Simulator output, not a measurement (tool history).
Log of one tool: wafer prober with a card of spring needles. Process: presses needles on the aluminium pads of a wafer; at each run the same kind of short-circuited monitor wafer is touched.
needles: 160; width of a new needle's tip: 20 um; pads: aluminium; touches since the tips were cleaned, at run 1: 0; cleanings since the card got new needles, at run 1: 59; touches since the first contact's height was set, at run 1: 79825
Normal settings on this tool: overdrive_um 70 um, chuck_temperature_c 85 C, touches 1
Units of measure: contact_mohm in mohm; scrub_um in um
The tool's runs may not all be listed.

run   hour  overdrive_um  chuck_temperature_c  touches  touches since the tips were cleaned  cleanings since the card got new needles  touches since the first contact's height was set  contact_mohm  scrub_um
  1      0            70                   85        1                                    0                                        59                                             79825           176     14.84
      17.7  -- tips cleaned on abrasive film
  2   18.5            70                   85        1                                  227                                        60                                             84892           179     14.86
      36.6  -- tips cleaned on abrasive film
  3   41.4            70                   85        1                                 1325                                        61                                             91172           180     14.81
      56.8  -- tips cleaned on abrasive film
  4   62.4            70                   85        1                                 1535                                        62                                             96939           177     15.07
      75.3  -- tips cleaned on abrasive film
  5   90.1            51                   85        1                                 4056                                        63                                            104542           179     10.77
        93  -- tips cleaned on abrasive film
     112.8  -- tips cleaned on abrasive film
  6    119            70                   85        1                                 1712                                        65                                            112467           178     14.57
     130.6  -- tips cleaned on abrasive film
  7  143.9            70                   85        1                                 3648                                        66                                            119295           177     14.72
     148.4  -- tips cleaned on abrasive film
     166.5  -- tips cleaned on abrasive film
  8  169.6            70                   85        1                                  860                                        68                                            126346           177     14.94
     185.6  -- tips cleaned on abrasive film
  9  186.1            70                   85        1                                  119                                        69                                            130846           177     14.55
     203.1  -- tips cleaned on abrasive film
     221.7  -- tips cleaned on abrasive film
 10  224.8            70                   85        1                                  860                                        71                                            141474           177     14.82
     239.4  -- tips cleaned on abrasive film
       258  -- tips cleaned on abrasive film
 11    258            70                   85        1                                    0                                        73                                            150568           178     14.68
     275.9  -- tips cleaned on abrasive film
 12    287            63                   85        1                                 3081                                        74                                            158542           178     13.24
     295.3  -- tips cleaned on abrasive film
     314.1  -- tips cleaned on abrasive film
 13  327.5            70                   85        2                                 3688                                        76                                            169646           177     14.69
     331.4  -- tips cleaned on abrasive film
     349.9  -- tips cleaned on abrasive film
 14  362.6            54                   85        2                                 3502                                        78                                            179255           180     11.46
     368.4  -- tips cleaned on abrasive film
     386.7  -- tips cleaned on abrasive film
 15  393.6            77                   36        2                                 1904                                        80                                            187749           166     16.15
     404.6  -- tips cleaned on abrasive film
 16  412.3            70                   85        1                                 2124                                        81                                            192877           178     14.76
     422.9  -- tips cleaned on abrasive film
     442.8  -- tips cleaned on abrasive film
 17  444.3            70                   85        1                                  421                                        83                                            201660           179     14.81
     461.1  -- tips cleaned on abrasive film
 18  467.6            70                  108        2                                 1789                                        84                                            208050           178      14.7
     481.6  -- tips cleaned on abrasive film
 19  485.4            70                   85        1                                 1037                                        85                                            212915           177      14.8
     501.1  -- tips cleaned on abrasive film
     521.4  -- tips cleaned on abrasive film
     521.7  -- height of the first contact set anew
 20  525.8            70                   85        1                                 1112                                        87                                              1112           175     14.75
     540.6  -- tips cleaned on abrasive film
     558.3  -- tips cleaned on abrasive film
 21  562.9            70                   85        1                                 1266                                        89                                             11290           177     14.62
     576.4  -- tips cleaned on abrasive film
 22  584.6            63                   73        1                                 2266                                        90                                             17257           177     13.22
     596.5  -- tips cleaned on abrasive film
 23  601.1            89                  104        2                                 1271                                        91                                             21776           178     18.71
       614  -- tips cleaned on abrasive film
 24  624.1            89                  104        3                                 2784                                        92                                             28084           176     18.76
     632.4  -- tips cleaned on abrasive film
 25  643.2            84                   75        3                                 2979                                        93                                             33319           170     17.78
     651.1  -- tips cleaned on abrasive film
 26  663.8            84                   75        3                                 3510                                        94                                             38982           175      17.8
     669.8  -- tips cleaned on abrasive film
 27  681.3            69                   29        1                                 3168                                        95                                             43777           166     14.58
     688.4  -- tips cleaned on abrasive film
 28  704.8            67                   51        2                                 4519                                        96                                             50208           170     14.27

5 ways to go on from here, each from the tool as it stands after run 28. What would each give?
     708.5  -- tips cleaned on abrasive film
  A  722.1            59                   51        3                                 3739                                        97                                             54961             ?         ?
     708.5  -- tips cleaned on abrasive film
  B  722.1            66                   36        1                                 3739                                        97                                             54961             ?         ?
     708.5  -- tips cleaned on abrasive film
  C  722.1            55                  111        2                                 3739                                        97                                             54961             ?         ?
     708.5  -- tips cleaned on abrasive film
  D  722.1            71                   54        2                                 3739                                        97                                             54961             ?         ?
     708.5  -- tips cleaned on abrasive film
  E  722.1            85                   71        2                                 3739                                        97                                             54961             ?         ?

run  contact_mohm  scrub_um
  A           170      12.5
  B           167     13.78
  C           186     11.67
  D           171     15.04
  E           173     17.95
With the hidden condition removed and each run's random variation left untouched, the same runs would have given:
run  contact_mohm  scrub_um
  A           170      12.5
  B           166     13.79
  C           185     11.68
  D           171     15.04
  E           173     17.96

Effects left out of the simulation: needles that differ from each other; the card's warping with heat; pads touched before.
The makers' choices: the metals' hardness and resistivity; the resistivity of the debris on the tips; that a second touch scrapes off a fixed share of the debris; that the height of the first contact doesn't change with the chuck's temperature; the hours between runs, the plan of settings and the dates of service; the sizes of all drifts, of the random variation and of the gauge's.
